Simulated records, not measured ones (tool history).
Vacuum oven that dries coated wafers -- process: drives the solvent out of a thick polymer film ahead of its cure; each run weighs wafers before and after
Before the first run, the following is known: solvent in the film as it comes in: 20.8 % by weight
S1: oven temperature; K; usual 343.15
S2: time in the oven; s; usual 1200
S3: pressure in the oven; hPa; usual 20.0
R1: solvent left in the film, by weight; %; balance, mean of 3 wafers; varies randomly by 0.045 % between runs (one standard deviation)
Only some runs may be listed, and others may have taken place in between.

{"run": 1, "hour": 0.0, "S1": 343.15, "S2": 1200, "S3": 20.0, "R1": 6.81}
{"run": 2, "hour": 50.8, "S1": 343.15, "S2": 1200, "S3": 20.0, "R1": 6.89}
{"run": 3, "hour": 113.8, "S1": 343.15, "S2": 1200, "S3": 20.0, "R1": 6.87}
{"run": 4, "hour": 182.6, "S1": 343.15, "S2": 1200, "S3": 20.0, "R1": 6.89}
{"run": 5, "hour": 237.8, "S1": 343.15, "S2": 1200, "S3": 10.6, "R1": 6.13}
{"run": 6, "hour": 337.6, "S1": 343.15, "S2": 1200, "S3": 10.6, "R1": 6.13}
{"run": 7, "hour": 434.4, "S1": 343.15, "S2": 1200, "S3": 34.7, "R1": 8.41}
{"run": 8, "hour": 535.7, "S1": 342.15, "S2": 1200, "S3": 20.0, "R1": 7.42}
{"run": 9, "hour": 577.6, "S1": 342.15, "S2": 1200, "S3": 20.0, "R1": 7.37}
{"run": 10, "hour": 664.7, "S1": 342.15, "S2": 720, "S3": 20.0, "R1": 10.18}
{"run": 11, "hour": 742.3, "S1": 335.15, "S2": 720, "S3": 20.0, "R1": 12.71}
{"run": 12, "hour": 798.3, "S1": 335.15, "S2": 720, "S3": 20.0, "R1": 12.47}
{"run": 13, "hour": 871.2, "S1": 343.15, "S2": 1200, "S3": 20.0, "R1": 7.14}
{"run": 14, "hour": 924.5, "S1": 343.15, "S2": 1560, "S3": 20.0, "R1": 5.89}
{"run": 15, "hour": 1004.8, "S1": 343.15, "S2": 1560, "S3": 20.0, "R1": 5.83}
{"run": 16, "hour": 1087.5, "S1": 343.15, "S2": 780, "S3": 20.0, "R1": 9.57}
{"run": 17, "hour": 1181.5, "S1": 343.15, "S2": 1200, "S3": 51.1, "R1": 10.34}
{"run": 18, "hour": 1250.8, "S1": 343.15, "S2": 1200, "S3": 51.1, "R1": 10.31}
{"run": 19, "hour": 1332.9, "S1": 354.15, "S2": 1200, "S3": 20.0, "R1": 3.63}
{"run": 20, "hour": 1398.8, "S1": 340.15, "S2": 1200, "S3": 12.9, "R1": 7.88}
{"run": 21, "hour": 1440.3, "S1": 340.15, "S2": 1200, "S3": 12.9, "R1": 7.88}
{"run": 22, "hour": 1495.9, "S1": 354.15, "S2": 780, "S3": 46.2, "R1": 7.37}
{"run": 23, "hour": 1572.4, "S1": 354.15, "S2": 780, "S3": 46.2, "R1": 7.44}
{"run": 24, "hour": 1675.0, "S1": 354.15, "S2": 780, "S3": 46.2, "R1": 7.4}
{"run": 25, "hour": 1751.0, "S1": 329.15, "S2": 1080, "S3": 46.2, "R1": 16.47}
{"run": 26, "hour": 1848.5, "S1": 329.15, "S2": 1140, "S3": 40.2, "R1": 15.59}
{"hour": 1882.0, "done": "oven's thermocouples calibrated"}
{"run": 27, "hour": 1934.9, "S1": 337.15, "S2": 1140, "S3": 20.5, "R1": 9.72}
{"run": 28, "hour": 1984.4, "S1": 345.15, "S2": 1920, "S3": 27.8, "R1": 5.01}
{"run": 29, "hour": 2037.2, "S1": 348.15, "S2": 1320, "S3": 43.7, "R1": 6.76}
{"run": 30, "hour": 2134.1, "S1": 343.15, "S2": 1200, "S3": 12.9, "R1": 6.42}
{"run": 31, "hour": 2186.1, "S1": 343.15, "S2": 1200, "S3": 12.9, "R1": 6.43}
{"run": 32, "hour": 2278.5, "S1": 346.15, "S2": 1200, "S3": 16.8, "R1": 5.73}
{"run": 33, "hour": 2343.6, "S1": 328.15, "S2": 1200, "S3": 60.6, "R1": 18.06}
{"run": 34, "hour": 2403.6, "S1": 351.15, "S2": 1140, "S3": 14.5, "R1": 4.15}
{"run": 35, "hour": 2488.9, "S1": 343.15, "S2": 1380, "S3": 21.1, "R1": 6.6}
{"run": 36, "hour": 2547.3, "S1": 343.15, "S2": 720, "S3": 61.9, "R1": 13.1}
{"run": 37, "hour": 2622.5, "S1": 343.15, "S2": 720, "S3": 61.9, "R1": 13.15}

Same runs, no hidden state in the tool, same run-to-run variation:
Hidden conditions of the tool in this case: true wafer temperature over the reading, C; true pressure over the reading, kPa; drift of the gauge itself on solvent_pct, %.
run=1 R1=6.39
run=2 R1=6.44
run=3 R1=6.40
run=4 R1=6.40
run=5 R1=5.63
run=6 R1=5.59
run=7 R1=7.79
run=8 R1=6.78
run=9 R1=6.72
run=10 R1=9.56
run=11 R1=12.09
run=12 R1=11.84
run=13 R1=6.38
run=14 R1=5.12
run=15 R1=5.03
run=16 R1=8.78
run=17 R1=9.34
run=18 R1=9.28
run=19 R1=2.97
run=20 R1=6.88
run=21 R1=6.87
run=22 R1=6.47
run=23 R1=6.50
run=24 R1=6.44
run=25 R1=15.25
run=26 R1=14.32
run=27 R1=9.10
run=28 R1=4.44
run=29 R1=6.18
run=30 R1=5.77
run=31 R1=5.76
run=32 R1=5.07
run=33 R1=17.14
run=34 R1=3.54
run=35 R1=5.80
run=36 R1=12.30
run=37 R1=12.33

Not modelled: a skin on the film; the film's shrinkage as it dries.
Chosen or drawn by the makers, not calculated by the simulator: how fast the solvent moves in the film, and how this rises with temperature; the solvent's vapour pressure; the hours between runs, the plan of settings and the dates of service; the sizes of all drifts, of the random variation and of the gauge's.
